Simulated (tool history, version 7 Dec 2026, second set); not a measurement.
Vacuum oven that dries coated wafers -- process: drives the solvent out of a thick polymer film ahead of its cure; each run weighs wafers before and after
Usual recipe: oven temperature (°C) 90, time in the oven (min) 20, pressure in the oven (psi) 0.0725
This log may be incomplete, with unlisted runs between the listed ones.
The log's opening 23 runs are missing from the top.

run,hour,oven temperature (°C),time in the oven (min),pressure in the oven (psi),solvent left in the film (%)
24,1424.3,90,30,0.227,1.6
25,1488.4,90,30,0.227,1.58
26,1554.7,90,30,0.227,1.58
27,1603,90,30,0.227,1.6
28,1669.6,89,30,0.1284,1.1
29,1714.9,83,20,0.0725,2.46
30,1792.3,83,20,0.0725,2.46
# hour 1853: oven's thermocouples calibrated
31,1874.8,90,34,0.0573,0.7
32,1946.5,102,26,0.0935,0.57
33,1989.7,102,26,0.0935,0.55
34,2068,102,26,0.0935,0.56
35,2122.3,88,29,0.0558,1.01
36,2181.9,88,29,0.0558,1.01
37,2227.4,104,18,0.0609,0.42
38,2270.8,89,21,0.1606,2.01
39,2332,91,30,0.0902,0.93

Each row is a separate what-if for the run after 39, all from the same tool condition, not one after another. Results?
A,2376.1,79,30,0.0902,?
B,2376.1,87,26,0.2222,?
C,2376.1,91,30,0.2228,?
D,2376.1,91,27,0.2537,?
E,2376.1,95,18,0.248,?

run,solvent left in the film (%)
A,2.93
B,2.37
C,1.69
D,1.94
E,1.81
The same runs, with their run-to-run variation unchanged, on a tool lacking any hidden condition would have given:
run,solvent left in the film (%)
A,2.69
B,2.16
C,1.47
D,1.72
E,1.64
